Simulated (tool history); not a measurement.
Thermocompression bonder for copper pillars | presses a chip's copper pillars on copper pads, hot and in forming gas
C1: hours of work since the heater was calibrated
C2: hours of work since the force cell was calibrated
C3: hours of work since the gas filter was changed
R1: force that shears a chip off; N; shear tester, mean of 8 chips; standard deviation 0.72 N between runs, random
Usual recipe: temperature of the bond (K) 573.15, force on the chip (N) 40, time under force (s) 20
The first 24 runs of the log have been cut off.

{"run": 25, "hour": 423.9, "temperature of the bond (K)": 598.15, "force on the chip (N)": 43, "time under force (s)": 20, "C1": 15, "C2": 496, "C3": 171, "R1": 74.4}
{"run": 26, "hour": 443.4, "temperature of the bond (K)": 598.15, "force on the chip (N)": 43, "time under force (s)": 20, "C1": 23, "C2": 504, "C3": 179, "R1": 72.4}
{"run": 27, "hour": 458.0, "temperature of the bond (K)": 576.15, "force on the chip (N)": 43, "time under force (s)": 20, "C1": 29, "C2": 510, "C3": 185, "R1": 54.6}
{"run": 28, "hour": 482.0, "temperature of the bond (K)": 545.15, "force on the chip (N)": 52, "time under force (s)": 27, "C1": 39, "C2": 520, "C3": 195, "R1": 42.3}
{"run": 29, "hour": 502.7, "temperature of the bond (K)": 550.15, "force on the chip (N)": 54, "time under force (s)": 20, "C1": 47, "C2": 529, "C3": 203, "R1": 41.1}
{"run": 30, "hour": 525.1, "temperature of the bond (K)": 550.15, "force on the chip (N)": 38, "time under force (s)": 20, "C1": 56, "C2": 538, "C3": 213, "R1": 32.7}
{"run": 31, "hour": 539.2, "temperature of the bond (K)": 573.15, "force on the chip (N)": 58, "time under force (s)": 29, "C1": 62, "C2": 544, "C3": 219, "R1": 68.6}
{"run": 32, "hour": 554.3, "temperature of the bond (K)": 595.15, "force on the chip (N)": 43, "time under force (s)": 36, "C1": 68, "C2": 550, "C3": 225, "R1": 83.1}
{"run": 33, "hour": 565.7, "temperature of the bond (K)": 595.15, "force on the chip (N)": 30, "time under force (s)": 16, "C1": 73, "C2": 555, "C3": 229, "R1": 53.7}
{"run": 34, "hour": 580.3, "temperature of the bond (K)": 595.15, "force on the chip (N)": 44, "time under force (s)": 26, "C1": 79, "C2": 561, "C3": 236, "R1": 75.1}
{"run": 35, "hour": 593.0, "temperature of the bond (K)": 544.15, "force on the chip (N)": 35, "time under force (s)": 32, "C1": 85, "C2": 566, "C3": 241, "R1": 34.2}
{"run": 36, "hour": 610.4, "temperature of the bond (K)": 544.15, "force on the chip (N)": 35, "time under force (s)": 32, "C1": 92, "C2": 573, "C3": 248, "R1": 34.1}
{"run": 37, "hour": 626.5, "temperature of the bond (K)": 544.15, "force on the chip (N)": 35, "time under force (s)": 32, "C1": 98, "C2": 580, "C3": 255, "R1": 33.4}
{"run": 38, "hour": 646.9, "temperature of the bond (K)": 554.15, "force on the chip (N)": 29, "time under force (s)": 26, "C1": 107, "C2": 588, "C3": 263, "R1": 33.8}
{"run": 39, "hour": 659.3, "temperature of the bond (K)": 575.15, "force on the chip (N)": 56, "time under force (s)": 26, "C1": 112, "C2": 593, "C3": 268, "R1": 66.3}
{"run": 40, "hour": 673.5, "temperature of the bond (K)": 575.15, "force on the chip (N)": 56, "time under force (s)": 26, "C1": 118, "C2": 599, "C3": 274, "R1": 67.0}

Alternative continuations, all from the tool just after run 40; predict every row:
{"run": "A", "hour": 688.6, "temperature of the bond (K)": 601.15, "force on the chip (N)": 54, "time under force (s)": 37, "C1": 124, "C2": 606, "C3": 280, "R1": "?"}
{"run": "B", "hour": 688.6, "temperature of the bond (K)": 589.15, "force on the chip (N)": 50, "time under force (s)": 50, "C1": 124, "C2": 606, "C3": 280, "R1": "?"}
{"run": "C", "hour": 688.6, "temperature of the bond (K)": 575.15, "force on the chip (N)": 49, "time under force (s)": 26, "C1": 124, "C2": 606, "C3": 280, "R1": "?"}

run=A R1=94.1
run=B R1=89.5
run=C R1=61.9
Without the tool's hidden state the same runs would have given:
run=A R1=99.7
run=B R1=95.0
run=C R1=66.3
